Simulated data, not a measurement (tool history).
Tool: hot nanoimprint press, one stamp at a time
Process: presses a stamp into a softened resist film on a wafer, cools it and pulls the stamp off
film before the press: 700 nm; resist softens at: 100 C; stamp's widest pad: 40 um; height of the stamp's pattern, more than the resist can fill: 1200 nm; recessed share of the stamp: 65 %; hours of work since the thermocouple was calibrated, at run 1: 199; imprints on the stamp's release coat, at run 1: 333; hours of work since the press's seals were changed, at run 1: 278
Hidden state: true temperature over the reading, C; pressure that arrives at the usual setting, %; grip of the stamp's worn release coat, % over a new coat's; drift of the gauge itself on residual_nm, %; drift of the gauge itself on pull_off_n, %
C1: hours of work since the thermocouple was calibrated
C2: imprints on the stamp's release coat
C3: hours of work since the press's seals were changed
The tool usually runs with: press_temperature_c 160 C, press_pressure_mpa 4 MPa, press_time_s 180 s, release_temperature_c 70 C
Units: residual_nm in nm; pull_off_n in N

Run 1, hour 0: usual settings; C1 199; C2 333; C3 278. Result: residual_nm 259 nm, pull_off_n 207 N.
Run 2, hour 30.8: usual settings; C1 222; C2 470; C3 301. Result: residual_nm 258.5 nm, pull_off_n 212 N.
Run 3, hour 50.8: usual settings; C1 237; C2 560; C3 316. Result: residual_nm 257.5 nm, pull_off_n 214 N.
Run 4, hour 84.9: usual settings; C1 262; C2 712; C3 341. Result: residual_nm 256.9 nm, pull_off_n 221 N.
Run 5, hour 105.3: usual settings but press_time_s 221 s; C1 277; C2 803; C3 356. Result: residual_nm 239.1 nm, pull_off_n 221 N.
Run 6, hour 125: usual settings but press_time_s 170 s; C1 291; C2 891; C3 370. Result: residual_nm 262.8 nm, pull_off_n 226 N.
Run 7, hour 154: usual settings but release_temperature_c 69 C; C1 313; C2 1021; C3 392. Result: residual_nm 258.8 nm, pull_off_n 236 N.
At hour 186.1: stamp cleaned and given a new release coat.
Run 8, hour 186.1: usual settings but release_temperature_c 69 C; C1 332; C2 0; C3 411. Result: residual_nm 257.8 nm, pull_off_n 195 N.
Run 9, hour 221.4: usual settings but release_temperature_c 69 C; C1 358; C2 157; C3 437. Result: residual_nm 257.3 nm, pull_off_n 208 N.
Run 10, hour 239.5: usual settings but press_temperature_c 149 C; C1 372; C2 238; C3 451. Result: residual_nm 374.3 nm, pull_off_n 196 N.
Run 11, hour 275: usual settings but release_temperature_c 77 C; C1 398; C2 397; C3 477. Result: residual_nm 257.9 nm, pull_off_n 193 N.
Run 12, hour 299.3: usual settings but press_temperature_c 170 C; C1 416; C2 506; C3 495. Result: residual_nm 185.5 nm, pull_off_n 215 N.
Run 13, hour 336.9: usual settings; C1 444; C2 673; C3 523. Result: residual_nm 255.3 nm, pull_off_n 221 N.
At hour 358.8: press's hydraulic seals changed and the load cell set to zero.
Run 14, hour 362.6: usual settings; C1 457; C2 753; C3 3. Result: residual_nm 248.6 nm, pull_off_n 216 N.
Run 15, hour 402.9: usual settings; C1 487; C2 933; C3 33. Result: residual_nm 248.1 nm, pull_off_n 232 N.
Run 16, hour 432.5: usual settings but release_temperature_c 76 C; C1 509; C2 1065; C3 55. Result: residual_nm 249.1 nm, pull_off_n 229 N.
At hour 455.1: stamp cleaned and given a new release coat.
Run 17, hour 467.3: usual settings but press_temperature_c 149 C, press_time_s 95 s, release_temperature_c 76 C; C1 530; C2 55; C3 76. Result: residual_nm 437.8 nm, pull_off_n 184 N.
Run 18, hour 492.2: usual settings but press_temperature_c 149 C, press_time_s 95 s, release_temperature_c 76 C; C1 549; C2 166; C3 94. Result: residual_nm 439.3 nm, pull_off_n 190 N.
Run 19, hour 515.3: usual settings but press_temperature_c 149 C, press_time_s 95 s, release_temperature_c 76 C; C1 566; C2 269; C3 111. Result: residual_nm 437.5 nm, pull_off_n 191 N.
At hour 531.6: plate thermocouple calibrated.
Run 20, hour 547.9: usual settings but press_temperature_c 153 C, press_time_s 107 s; C1 12; C2 401; C3 133. Result: residual_nm 394 nm, pull_off_n 209 N.
Run 21, hour 565.2: usual settings but press_temperature_c 161 C, press_pressure_mpa 5.75 MPa, press_time_s 303 s; C1 25; C2 479; C3 146. Result: residual_nm 168.4 nm, pull_off_n 216 N.
Run 22, hour 600.3: usual settings but press_temperature_c 161 C, press_pressure_mpa 3.61 MPa, press_time_s 305 s; C1 51; C2 636; C3 172. Result: residual_nm 219.1 nm, pull_off_n 214 N.
Run 23, hour 639: usual settings but press_temperature_c 151 C, press_pressure_mpa 3.61 MPa, press_time_s 216 s; C1 80; C2 809; C3 201. Result: residual_nm 350.6 nm, pull_off_n 229 N.
Run 24, hour 680.6: usual settings but press_temperature_c 151 C, press_pressure_mpa 3.61 MPa, press_time_s 216 s; C1 110; C2 995; C3 232. Result: residual_nm 351.3 nm, pull_off_n 238 N.
At hour 718.8: stamp cleaned and given a new release coat.
Run 25, hour 719.4: usual settings but press_time_s 93 s; C1 135; C2 3; C3 256. Result: residual_nm 327.2 nm, pull_off_n 194 N.
Run 26, hour 742.1: usual settings but press_pressure_mpa 4.32 MPa, press_time_s 105 s; C1 151; C2 104; C3 273. Result: residual_nm 300.1 nm, pull_off_n 198 N.
Run 27, hour 780.9: usual settings but press_pressure_mpa 4.32 MPa, press_time_s 105 s; C1 180; C2 278; C3 301. Result: residual_nm 301.1 nm, pull_off_n 206 N.
Run 28, hour 804.2: usual settings but press_temperature_c 165 C, press_pressure_mpa 5.25 MPa, press_time_s 178 s; C1 197; C2 382; C3 319. Result: residual_nm 189.3 nm, pull_off_n 211 N.
Run 29, hour 834.9: usual settings but press_temperature_c 165 C, press_pressure_mpa 5.25 MPa, press_time_s 178 s; C1 220; C2 519; C3 341. Result: residual_nm 189.4 nm, pull_off_n 222 N.

Each row is a separate what-if for the run after 29, all from the same tool condition, not one after another. Results?
Run A, hour 870.6: usual settings but press_temperature_c 153 C, press_pressure_mpa 5.64 MPa, press_time_s 178 s, release_temperature_c 69 C; C1 247; C2 679; C3 368. Result: residual_nm ?, pull_off_n ?.
Run B, hour 870.6: usual settings but press_temperature_c 165 C, press_pressure_mpa 2.41 MPa, press_time_s 104 s, release_temperature_c 77 C; C1 247; C2 679; C3 368. Result: residual_nm ?, pull_off_n ?.
Run C, hour 870.6: usual settings but press_temperature_c 165 C, press_pressure_mpa 2.53 MPa, press_time_s 178 s, release_temperature_c 76 C; C1 247; C2 679; C3 368. Result: residual_nm ?, pull_off_n ?.

run  residual_nm  pull_off_n
  A        276.4         229
  B        346.6         210
  C        281.2         208
With no hidden state in the tool, these same runs would have given:
run  residual_nm  pull_off_n
  A          275         202
  B        348.2         185
  C        282.5         184
